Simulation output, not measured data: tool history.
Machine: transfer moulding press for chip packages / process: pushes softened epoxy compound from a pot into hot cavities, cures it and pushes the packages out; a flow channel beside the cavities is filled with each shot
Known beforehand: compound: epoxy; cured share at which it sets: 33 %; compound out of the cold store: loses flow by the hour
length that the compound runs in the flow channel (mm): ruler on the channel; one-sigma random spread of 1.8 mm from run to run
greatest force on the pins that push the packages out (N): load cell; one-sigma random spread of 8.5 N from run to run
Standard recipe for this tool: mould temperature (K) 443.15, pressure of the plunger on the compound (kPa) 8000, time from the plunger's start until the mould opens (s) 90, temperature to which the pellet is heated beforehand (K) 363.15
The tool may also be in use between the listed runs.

run   hour  mould temperature (K)  pressure of the plunger on the compound (kPa)  time from the plunger's start until the mould opens (s)  temperature to which the pellet is heated beforehand (K)  incoming compound's hours out of the cold store  length that the compound runs in the flow channel (mm)  greatest force on the pins that push the packages out (N)
  1      0                 443.15                                           8000                                                       90                                                    363.15                                             28.9                                                     617                                                        419
  2   14.5                 443.15                                           8000                                                       90                                                    363.15                                             46.1                                                     571                                                        476
  3   25.5                 443.15                                           8000                                                       90                                                    363.15                                             27.1                                                     619                                                        531
  4   35.4                 443.15                                           8000                                                       90                                                    363.15                                             43.7                                                     577                                                        587
  5   47.7                 443.15                                           8000                                                       90                                                    363.15                                             23.4                                                     628                                                        619
      50.5  -- cavities cleaned with cleaning compound and waxed
  6     62                 443.15                                           8000                                                       96                                                    363.15                                             15.1                                                     645                                                        410
      65.3  -- mould's thermocouples calibrated
  7   74.9                 443.15                                           8000                                                       96                                                    363.15                                             40.4                                                     580                                                        470
  8     87                 443.15                                           8000                                                       90                                                    361.15                                               29                                                     608                                                        570
  9     99                 443.15                                           9900                                                       90                                                    361.15                                             18.7                                                     708                                                        617
       107  -- cavities cleaned with cleaning compound and waxed
     110.2  -- mould's thermocouples calibrated, once more
 10  113.1                 443.15                                           8000                                                       90                                                    363.15                                             47.7                                                     561                                                        387
 11  128.5                 446.15                                           8000                                                       90                                                    361.15                                             41.4                                                     569                                                        427
 12  141.6                 446.15                                           8000                                                       90                                                    361.15                                             43.1                                                     563                                                        500
 13  151.3                 440.15                                           9470                                                       90                                                    361.15                                             18.6                                                     696                                                        737
     163.8  -- cavities cleaned with cleaning compound and waxed
 14  163.8                 440.15                                           9470                                                       90                                                    361.15                                             15.7                                                     705                                                        468
 15  177.5                 439.15                                           9050                                                       90                                                    363.15                                             20.9                                                     672                                                        585

Run 16 comes next. What will it give?
 16  187.1                 443.15                                           8000                                                       97                                                    370.15                                             45.1                                                       ?                                                          ?

length that the compound runs in the flow channel (mm): 566
greatest force on the pins that push the packages out (N): 463
Had the tool carried no hidden state, the very same run would have given length that the compound runs in the flow channel (mm) 591, greatest force on the pins that push the packages out (N) 328.
